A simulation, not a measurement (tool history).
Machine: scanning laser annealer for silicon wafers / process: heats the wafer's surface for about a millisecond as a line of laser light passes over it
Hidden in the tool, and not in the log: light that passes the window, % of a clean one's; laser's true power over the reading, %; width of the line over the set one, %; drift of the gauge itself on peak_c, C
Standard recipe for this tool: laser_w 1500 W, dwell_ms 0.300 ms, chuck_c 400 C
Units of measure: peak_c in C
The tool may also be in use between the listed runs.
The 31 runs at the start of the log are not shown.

run   hour  laser_w  dwell_ms  chuck_c  hours of work since the window was cleaned  hours of work since the power meter was calibrated  hours of work since the optics were aligned  peak_c
 32  249.5     1287     0.322      426                                         531                                                 390                                          584    1035
 33  259.6     1287     0.322      426                                         537                                                 396                                          590    1034
 34  266.8     1287     0.322      426                                         541                                                 400                                          595    1036
 35  276.9     1577     0.375      402                                         547                                                 406                                          601    1228
 36  287.4     1577     0.375      402                                         553                                                 413                                          607    1226
 37  297.8     1577     0.237      365                                         560                                                 419                                          613    1006
 38  306.0     1577     0.237      365                                         564                                                 424                                          618    1007
 39  315.0     1479     0.300      400                                         570                                                 429                                          623    1077
 40  323.0     1415     0.308      412                                         574                                                 434                                          628    1070

Each row is a separate what-if for the run after 40, all from the same tool condition, not one after another. Results?
  A  333.1     1471     0.333      412                                         580                                                 439                                          634       ?
  B  333.1     1401     0.308      384                                         580                                                 439                                          634       ?
  C  333.1     1533     0.222      412                                         580                                                 439                                          634       ?
  D  333.1     1636     0.300      362                                         580                                                 439                                          634       ?
  E  333.1     1415     0.318      365                                         580                                                 439                                          634       ?

run  peak_c
  A    1124
  B    1036
  C    1013
  D    1118
  E    1033
What these runs would have given with no unlogged condition in the tool:
run  peak_c
  A    1154
  B    1064
  C    1038
  D    1149
  E    1061
